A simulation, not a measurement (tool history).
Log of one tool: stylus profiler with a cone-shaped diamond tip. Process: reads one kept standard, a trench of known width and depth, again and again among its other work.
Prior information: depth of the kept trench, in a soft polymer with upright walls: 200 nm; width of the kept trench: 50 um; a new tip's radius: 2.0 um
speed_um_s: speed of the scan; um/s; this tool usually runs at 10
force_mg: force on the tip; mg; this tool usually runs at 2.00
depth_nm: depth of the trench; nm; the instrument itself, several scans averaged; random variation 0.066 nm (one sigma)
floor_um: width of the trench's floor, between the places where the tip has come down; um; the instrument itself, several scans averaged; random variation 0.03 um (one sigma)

run	hour	speed_um_s	force_mg	depth_nm	floor_um
1	0.0	10	2.00	202.55	47.95
2	129.7	10	2.00	202.40	47.96
3	228.1	10	2.00	202.31	47.96
4	329.6	10	2.00	202.28	47.91
5	429.5	10	1.72	202.08	47.96
6	509.9	10	2.06	202.45	47.91
7	567.2	10	2.06	202.26	47.88
8	641.8	10	2.06	202.37	47.86
9	753.7	10	2.06	202.35	47.93
10	838.6	10	2.06	202.27	47.91
# hour 855.2: height scale calibrated on a step standard
11	922.8	10	2.06	202.78	47.89
12	1013.3	3	2.00	202.65	47.90
13	1068.8	3	2.00	202.72	47.90
14	1201.7	3	2.00	202.70	47.81
15	1324.1	10	2.00	202.60	47.81
16	1447.3	3	2.00	202.66	47.89
17	1569.1	3	2.00	202.59	47.83
18	1690.3	3	2.00	202.55	47.79
19	1823.9	27	2.00	202.47	47.76
20	1892.7	27	2.00	202.39	47.74
21	1961.1	27	2.00	202.45	47.77
22	2043.5	28	2.00	202.52	47.75
23	2115.7	4	5.83	205.29	47.81
24	2177.7	4	5.83	205.34	47.80
25	2276.5	4	5.83	205.14	47.78
26	2362.5	4	5.83	205.18	47.84
# hour 2385.7: height scale calibrated on a step standard
27	2449.0	3	1.03	201.70	47.73
28	2559.9	5	2.48	203.14	47.74
29	2633.4	8	1.89	202.65	47.75
30	2713.5	8	1.89	202.43	47.73
31	2772.7	14	2.14	202.83	47.71
32	2873.4	3	3.00	203.54	47.73
33	2964.4	21	3.00	203.36	47.74
34	3045.1	20	2.41	202.80	47.69
35	3116.2	29	5.85	205.50	47.66
36	3249.0	29	5.85	205.48	47.69
37	3376.9	4	0.70	201.00	47.67
38	3461.8	4	1.55	201.98	47.67
39	3519.4	13	0.80	201.10	47.64
40	3637.7	13	0.80	200.99	47.62
41	3718.9	6	0.99	201.31	47.63

Each row is a separate what-if for the run after 41, all from the same tool condition, not one after another. Results?
A	3787.1	25	2.00	?	?
B	3787.1	6	2.79	?	?
C	3787.1	10	2.36	?	?
D	3787.1	10	0.70	?	?

run	depth_nm	floor_um
A	202.21	47.58
B	202.94	47.64
C	202.55	47.64
D	200.80	47.58
Stripped of hidden state, with their random variation kept, the same runs would have yielded:
run	depth_nm	floor_um
A	202.68	48.18
B	203.41	48.24
C	203.02	48.24
D	201.27	48.18
